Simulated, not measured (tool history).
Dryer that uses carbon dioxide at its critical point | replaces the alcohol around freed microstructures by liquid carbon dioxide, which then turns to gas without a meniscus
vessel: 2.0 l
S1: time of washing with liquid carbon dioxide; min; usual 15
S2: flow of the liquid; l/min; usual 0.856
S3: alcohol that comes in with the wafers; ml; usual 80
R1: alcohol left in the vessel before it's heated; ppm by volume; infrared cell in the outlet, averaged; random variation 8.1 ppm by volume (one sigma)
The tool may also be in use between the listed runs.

| run | day | S1 | S2 | S3 | R1 |
|---|---|---|---|---|---|
| 1 | 0.000 | 15 | 0.856 | 80 | 903 |
| 2 | 0.733 | 15 | 0.856 | 80 | 912 |
| 3 | 1.508 | 21 | 0.856 | 80 | 227 |
| 4 | 2.062 | 9 | 0.856 | 80 | 2838 |
| 5 | 3.046 | 15 | 0.856 | 88 | 673 |
| 6 | 3.950 | 15 | 0.856 | 88 | 672 |
| 7 | 4.654 | 15 | 0.856 | 84 | 673 |
| 8 | 5.538 | 15 | 0.856 | 84 | 676 |
| 9 | 6.446 | 13 | 0.856 | 80 | 1066 |
| 10 | 7.388 | 13 | 0.856 | 80 | 1102 |
| 11 | 7.988 | 15 | 0.856 | 80 | 679 |
| 12 | 8.575 | 15 | 0.856 | 80 | 690 |
| 13 | 9.525 | 15 | 0.856 | 80 | 713 |
| 14 | 10.100 | 15 | 0.856 | 80 | 733 |
| 15 | 11.042 | 15 | 0.856 | 80 | 745 |
| 16 | 11.912 | 19 | 0.856 | 80 | 372 |
| 17 | 12.833 | 15 | 0.856 | 80 | 774 |
| 18 | 13.512 | 15 | 0.856 | 80 | 780 |
| 19 | 14.492 | 15 | 0.856 | 80 | 812 |
| 20 | 15.250 | 15 | 0.856 | 80 | 823 |
| 21 | 16.000 | 15 | 0.856 | 80 | 848 |
| 22 | 16.542 | 15 | 0.856 | 80 | 878 |
| 23 | 17.596 | 15 | 0.856 | 80 | 845 |
| 24 | 18.538 | 15 | 0.583 | 50 | 1657 |
| 25 | 19.412 | 16 | 0.873 | 44 | 485 |
| 26 | 20.317 | 12 | 0.712 | 80 | 2888 |
| 27 | 21.012 | 17 | 0.894 | 80 | 582 |
| 28 | 21.679 | 20 | 0.938 | 104 | 382 |
| 29 | 22.121 | 15 | 0.844 | 113 | 1318 |
| 30 | 23.196 | 23 | 0.567 | 28 | 459 |
| 31 | 23.725 | 18 | 0.567 | 28 | 779 |
| 32 | 24.671 | 18 | 0.567 | 28 | 801 |
| 33 | 25.725 | 19 | 0.567 | 40 | 942 |
| 34 | 26.471 | 19 | 0.567 | 40 | 640 |
| 35 | 27.396 | 19 | 0.815 | 40 | 324 |
| 36 | 27.875 | 19 | 0.815 | 40 | 334 |
| 37 | 28.421 | 23 | 0.856 | 80 | 280 |
| 38 | 29.254 | 23 | 0.856 | 80 | 285 |
| 39 | 29.846 | 16 | 0.769 | 29 | 452 |
| 40 | 30.467 | 19 | 0.856 | 80 | 387 |
| 41 | 31.542 | 19 | 0.856 | 80 | 395 |
| 42 | 32.446 | 19 | 0.856 | 80 | 402 |
| 43 | 33.371 | 12 | 0.761 | 64 | 1708 |
| 44 | 34.321 | 12 | 0.745 | 61 | 1711 |
| 45 | 35.008 | 12 | 0.745 | 61 | 1744 |
| 46 | 35.608 | 12 | 0.745 | 61 | 1719 |

Taken out of this log: 2 entries between the listed runs. Where each belongs, and how the hidden state differs across it:
Between runs 2 and 3: inlet filter changed (day 1.129)
  flow that reaches the vessel past the clogged filter, %: 86.6 -> 99.4; alcohol in the recycled carbon dioxide, ppm: 151.3 -> 153.8
  measured less the result without the state, R1: +495 -> +152 ppm by volume
Between runs 33 and 34: inlet filter changed (day 26.050)
  flow that reaches the vessel past the clogged filter, %: 85.2 -> 99.4; alcohol in the recycled carbon dioxide, ppm: 231.6 -> 233.9
  measured less the result without the state, R1: +541 -> +237 ppm by volume
